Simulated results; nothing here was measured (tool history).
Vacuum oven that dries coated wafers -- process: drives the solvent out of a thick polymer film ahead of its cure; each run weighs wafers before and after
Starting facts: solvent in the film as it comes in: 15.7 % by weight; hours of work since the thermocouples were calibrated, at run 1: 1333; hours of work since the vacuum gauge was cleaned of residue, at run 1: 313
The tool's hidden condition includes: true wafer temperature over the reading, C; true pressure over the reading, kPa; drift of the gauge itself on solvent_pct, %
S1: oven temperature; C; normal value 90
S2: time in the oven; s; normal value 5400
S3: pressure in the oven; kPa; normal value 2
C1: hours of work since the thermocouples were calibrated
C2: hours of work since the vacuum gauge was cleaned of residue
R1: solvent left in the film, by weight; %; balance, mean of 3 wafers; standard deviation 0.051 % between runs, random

Run 1, hour 0: usual settings; C1 1333; C2 313. Result: R1 3.37 %.
Run 2, hour 13.4: usual settings; C1 1339; C2 319. Result: R1 3.26 %.
Run 3, hour 28.6: usual settings; C1 1346; C2 327. Result: R1 3.42 %.
Run 4, hour 56.3: usual settings; C1 1359; C2 339. Result: R1 3.26 %.
Run 5, hour 84.4: usual settings but S3 1.22 kPa; C1 1372; C2 352. Result: R1 2.93 %.
Run 6, hour 105.9: usual settings but S2 8220 s; C1 1382; C2 362. Result: R1 1.95 %.
Run 7, hour 136.2: usual settings but S2 8220 s; C1 1396; C2 376. Result: R1 2.02 %.
Run 8, hour 160.7: usual settings but S2 8220 s; C1 1408; C2 388. Result: R1 2.03 %.
Run 9, hour 175.3: usual settings; C1 1414; C2 395. Result: R1 3.26 %.
Run 10, hour 190.2: usual settings; C1 1421; C2 401. Result: R1 3.27 %.
Run 11, hour 216.4: usual settings but S1 82 C; C1 1433; C2 414. Result: R1 5.59 %.
Run 12, hour 240.6: usual settings but S1 87 C, S2 7200 s, S3 1.28 kPa; C1 1445; C2 425. Result: R1 2.74 %.
Run 13, hour 260.1: usual settings but S1 97 C, S3 1.41 kPa; C1 1454; C2 434. Result: R1 1.59 %.
Run 14, hour 277.8: usual settings but S1 97 C, S2 3240 s, S3 2.29 kPa; C1 1462; C2 442. Result: R1 3.63 %.
Run 15, hour 304.3: usual settings but S1 85 C, S2 8580 s, S3 7.01 kPa; C1 1474; C2 454. Result: R1 5.37 %.
Run 16, hour 331.2: usual settings but S1 76 C, S2 8820 s, S3 6.35 kPa; C1 1487; C2 467. Result: R1 7.97 %.
Run 17, hour 349.2: usual settings but S3 1.04 kPa; C1 1495; C2 475. Result: R1 2.81 %.
Run 18, hour 376.3: usual settings but S3 1.04 kPa; C1 1508; C2 488. Result: R1 2.94 %.
Run 19, hour 399.3: usual settings but S3 1.04 kPa; C1 1518; C2 498. Result: R1 2.95 %.
Run 20, hour 412.8: usual settings but S1 101 C, S2 3000 s, S3 1.04 kPa; C1 1525; C2 505. Result: R1 2.61 %.
Run 21, hour 426.8: usual settings but S3 2.39 kPa; C1 1531; C2 511. Result: R1 3.4 %.

Alternative continuations, all from the tool just after run 21; predict every row:
Run A, hour 441.8: usual settings but S2 5520 s, S3 2.39 kPa; C1 1538; C2 518. Result: R1 ?.
Run B, hour 441.8: usual settings; C1 1538; C2 518. Result: R1 ?.
Run C, hour 441.8: usual settings but S1 84 C, S2 3600 s, S3 2.32 kPa; C1 1538; C2 518. Result: R1 ?.
Run D, hour 441.8: usual settings but S1 88 C; C1 1538; C2 518. Result: R1 ?.

run    R1
  A  3.28
  B  3.26
  C  6.75
  D  3.78
What these runs would have given with no unlogged condition in the tool:
run    R1
  A  3.82
  B   3.8
  C  7.33
  D  4.36
